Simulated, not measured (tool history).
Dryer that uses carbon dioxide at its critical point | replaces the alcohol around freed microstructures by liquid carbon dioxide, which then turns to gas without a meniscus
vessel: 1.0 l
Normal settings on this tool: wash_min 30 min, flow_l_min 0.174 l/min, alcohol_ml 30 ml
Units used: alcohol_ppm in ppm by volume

run    hour  wash_min  flow_l_min  alcohol_ml  alcohol_ppm
  1     0.0        30       0.174          30          587
  2    65.1        30       0.174          30          600
  3   110.4        30       0.174          30          610
  4   155.1        30       0.174          30          604
  5   205.8        30       0.174          30          606
  6   246.1        30       0.174         116         2276
  7   306.8        30       0.174         116         2345
  8   336.0        30       0.174         116         2377
  9   391.0        30       0.174          30          709
 10   431.3        30       0.174         118         2529
 11   492.0        30       0.174         118         2599
 12   531.3        30       0.174         118         2641
 13   564.2        42       0.174          30          240
 14   608.0        30       0.174          30          748
 15   647.9        30       0.174          30          777
 16   692.2        30       0.174          30          775
      738.4  -- inlet filter changed
 17   740.2        30       0.174          30          586
 18   792.4        30       0.174          28          577
 19   855.2        30       0.174          30          616
 20   902.2        30       0.174          30          641
 21   935.1        24       0.174          85         3535
 22   999.1        30       0.174          30          668
 23  1061.2        22       0.241          44          862
 24  1111.6        30       0.109         105         9452
 25  1150.4        30       0.187          62          998
 26  1203.0        30       0.217          62          574
 27  1242.0        30       0.174          36          864
 28  1305.4        35       0.134          30         1096
 29  1369.9        33       0.179          30          516
 30  1410.2        41       0.179          82          532
 31  1465.2        20       0.138          30         4212
 32  1519.2        20       0.138          30         4267
 33  1568.5        20       0.287          73         1267
     1590.6  -- inlet filter changed
 34  1610.1        20       0.287          73          878
 35  1660.5        20       0.287          73          897
 36  1708.5        27       0.229          28          389
 37  1762.4        27       0.229          28          368
 38  1805.1        48       0.229          75          178

Table of differences, measured result less the result of that run with no hidden state. Run-to-run variation is the same in both. Gauge scatter possibly is not:
The hidden state here: flow that reaches the vessel past the clogged filter, %; alcohol in the recycled carbon dioxide, ppm; drift of the gauge itself on alcohol_ppm, %.
run  alcohol_ppm
  1          +86
  2         +105
  3         +118
  4         +126
  5         +142
  6         +411
  7         +476
  8         +505
  9         +208
 10         +622
 11         +695
 12         +741
 13         +137
 14         +275
 15         +292
 16         +303
 17         +105
 18         +121
 19         +133
 20         +151
 21         +380
 22         +179
 23         +224
 24        +1101
 25         +283
 26         +227
 27         +279
 28         +331
 29         +240
 30         +273
 31         +796
 32         +848
 33         +533
 34         +164
 35         +187
 36         +175
 37         +175
 38         +160
